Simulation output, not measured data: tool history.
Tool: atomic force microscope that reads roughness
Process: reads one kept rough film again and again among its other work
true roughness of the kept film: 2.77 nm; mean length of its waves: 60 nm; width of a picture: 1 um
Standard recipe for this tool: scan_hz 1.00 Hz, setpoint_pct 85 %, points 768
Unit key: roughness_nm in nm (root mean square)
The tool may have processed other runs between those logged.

run	hour	scan_hz	setpoint_pct	points	roughness_nm
1	0.0	1.00	85	768	2.416
2	14.5	1.00	85	768	2.418
3	32.2	1.00	85	768	2.378
# hour 49.0: new tip fitted
4	50.7	1.00	85	768	2.548
5	60.0	1.00	85	437	2.520
6	71.2	0.85	85	768	2.533
# hour 73.3: height scale calibrated on a step standard
7	84.1	0.85	85	768	2.519
8	107.0	0.85	85	768	2.492
9	124.1	0.85	85	768	2.451
10	133.8	0.85	85	768	2.447
11	143.2	0.63	76	768	2.466
12	161.5	0.63	76	852	2.443
# hour 170.0: new tip fitted
13	175.9	0.63	76	852	2.631
14	196.9	1.13	76	852	2.535
# hour 209.0: height scale calibrated on a step standard, once more
15	219.8	1.69	65	361	2.495
16	232.8	1.20	83	316	2.410

Had the tool no unlogged condition, and each run kept its random variation, what would the results have been?
Hidden conditions of the tool in this case: radius of the tip, nm; height scale over the true one, %; drift of the gauge itself on roughness_nm, %.
run	roughness_nm
1	2.520
2	2.541
3	2.526
4	2.537
5	2.525
6	2.555
7	2.560
8	2.569
9	2.556
10	2.565
11	2.601
12	2.606
13	2.627
14	2.564
15	2.581
16	2.514
